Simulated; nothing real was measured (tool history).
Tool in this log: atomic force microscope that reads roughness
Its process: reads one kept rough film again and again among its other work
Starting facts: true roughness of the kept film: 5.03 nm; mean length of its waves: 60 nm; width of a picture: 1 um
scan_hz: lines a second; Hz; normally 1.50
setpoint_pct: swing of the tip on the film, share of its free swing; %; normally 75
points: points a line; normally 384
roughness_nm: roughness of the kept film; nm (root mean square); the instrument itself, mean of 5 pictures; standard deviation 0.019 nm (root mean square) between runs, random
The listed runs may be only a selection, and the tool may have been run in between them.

run 1 hour=0.0 | scan_hz=1.50 setpoint_pct=75 points=384 | roughness_nm=4.431
run 2 hour=7.7 | scan_hz=1.50 setpoint_pct=75 points=384 | roughness_nm=4.365
run 3 hour=19.4 | scan_hz=1.50 setpoint_pct=75 points=384 | roughness_nm=4.235
run 4 hour=29.5 | scan_hz=1.50 setpoint_pct=75 points=384 | roughness_nm=4.154
run 5 hour=37.1 | scan_hz=1.50 setpoint_pct=75 points=384 | roughness_nm=4.083
run 6 hour=44.5 | scan_hz=1.50 setpoint_pct=75 points=384 | roughness_nm=4.032
run 7 hour=54.5 | scan_hz=1.50 setpoint_pct=75 points=384 | roughness_nm=3.975
-- hour=59.5 new tip fitted
run 8 hour=67.1 | scan_hz=1.50 setpoint_pct=75 points=384 | roughness_nm=4.461
run 9 hour=78.6 | scan_hz=1.50 setpoint_pct=65 points=384 | roughness_nm=4.453
run 10 hour=89.7 | scan_hz=1.50 setpoint_pct=65 points=345 | roughness_nm=4.355
run 11 hour=99.7 | scan_hz=0.51 setpoint_pct=68 points=346 | roughness_nm=4.313
run 12 hour=109.4 | scan_hz=0.51 setpoint_pct=68 points=346 | roughness_nm=4.229
run 13 hour=122.7 | scan_hz=0.51 setpoint_pct=68 points=346 | roughness_nm=4.113
run 14 hour=128.9 | scan_hz=1.50 setpoint_pct=71 points=728 | roughness_nm=3.991
-- hour=132.3 new tip fitted
run 15 hour=142.6 | scan_hz=1.50 setpoint_pct=57 points=384 | roughness_nm=4.594
run 16 hour=149.6 | scan_hz=0.79 setpoint_pct=74 points=384 | roughness_nm=4.538
run 17 hour=161.2 | scan_hz=0.79 setpoint_pct=74 points=384 | roughness_nm=4.354
run 18 hour=169.3 | scan_hz=1.50 setpoint_pct=72 points=302 | roughness_nm=4.224

For some of the steps in roughness_nm from one run to the next: how much would appear even if the tool had no hidden state, given the settings, what came in and random variation, and how much remains for the hidden state plus any gauge scatter that the measured result and the result without hidden state don't share?
Hidden conditions of the tool in this case: radius of the tip, nm; height scale over the true one, %; drift of the gauge itself on roughness_nm, %.
Run 7 -> 8: new tip fitted. roughness_nm +0.486 nm (root mean square): hidden state +0.519, all else -0.033.
Run 14 -> 15: setpoint_pct 71 -> 57, points 728 -> 384, new tip fitted. roughness_nm +0.603 nm (root mean square): hidden state +0.505, all else +0.098.

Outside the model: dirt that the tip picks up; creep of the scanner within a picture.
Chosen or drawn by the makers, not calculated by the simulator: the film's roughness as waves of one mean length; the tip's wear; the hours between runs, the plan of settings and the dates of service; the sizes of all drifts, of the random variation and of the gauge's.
